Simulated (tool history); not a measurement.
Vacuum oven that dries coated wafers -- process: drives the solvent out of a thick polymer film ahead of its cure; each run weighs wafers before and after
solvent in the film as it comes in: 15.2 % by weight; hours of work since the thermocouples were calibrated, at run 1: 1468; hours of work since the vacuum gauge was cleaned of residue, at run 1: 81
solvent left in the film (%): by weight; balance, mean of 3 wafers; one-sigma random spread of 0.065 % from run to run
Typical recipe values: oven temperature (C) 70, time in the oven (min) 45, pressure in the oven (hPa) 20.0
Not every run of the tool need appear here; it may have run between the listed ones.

| run | day | oven temperature (C) | time in the oven (min) | pressure in the oven (hPa) | hours of work since the thermocouples were calibrated | hours of work since the vacuum gauge was cleaned of residue | solvent left in the film (%) |
|---|---|---|---|---|---|---|---|
| 1 | 0.000 | 70 | 45 | 20.0 | 1468 | 81 | 4.69 |
| 2 | 3.054 | 70 | 45 | 20.0 | 1525 | 138 | 4.55 |
| 3 | 5.154 | 70 | 45 | 20.0 | 1564 | 177 | 4.76 |
|  | 6.338 | oven's thermocouples calibrated |
| 4 | 6.838 | 70 | 45 | 20.0 | 9 | 207 | 4.18 |
| 5 | 9.817 | 70 | 45 | 20.0 | 65 | 262 | 4.13 |
| 6 | 13.021 | 70 | 45 | 20.0 | 124 | 321 | 4.29 |
| 7 | 16.392 | 70 | 45 | 20.0 | 187 | 384 | 4.29 |
| 8 | 19.788 | 70 | 45 | 20.0 | 250 | 447 | 4.44 |
| 9 | 21.329 | 70 | 75 | 20.0 | 278 | 476 | 2.58 |
| 10 | 22.783 | 70 | 45 | 53.4 | 305 | 503 | 6.09 |
| 11 | 26.246 | 70 | 45 | 13.9 | 370 | 567 | 4.05 |
| 12 | 28.450 | 70 | 73 | 20.0 | 410 | 608 | 2.68 |
| 13 | 31.583 | 65 | 24 | 10.6 | 469 | 666 | 7.84 |
| 14 | 33.967 | 65 | 24 | 10.6 | 513 | 710 | 7.81 |
| 15 | 36.612 | 83 | 55 | 57.2 | 562 | 759 | 2.78 |
| 16 | 38.125 | 59 | 66 | 49.3 | 590 | 788 | 8.18 |
| 17 | 40.946 | 76 | 66 | 49.3 | 642 | 840 | 3.42 |
| 18 | 43.950 | 70 | 38 | 20.0 | 698 | 896 | 5.29 |
| 19 | 46.238 | 68 | 37 | 22.7 | 741 | 938 | 6.06 |

Branching from run 19: 4 alternative next runs. What would each branch give?
| A | 48.175 | 70 | 23 | 11.6 | 777 | 974 | ? |
| B | 48.175 | 69 | 37 | 13.1 | 777 | 974 | ? |
| C | 48.175 | 62 | 74 | 47.8 | 777 | 974 | ? |
| D | 48.175 | 68 | 25 | 22.7 | 777 | 974 | ? |

| run | solvent left in the film (%) |
|---|---|
| A | 6.94 |
| B | 5.31 |
| C | 6.75 |
| D | 7.68 |
What these runs would have given with no unlogged condition in the tool:
| run | solvent left in the film (%) |
|---|---|
| A | 6.53 |
| B | 4.85 |
| C | 6.14 |
| D | 7.24 |
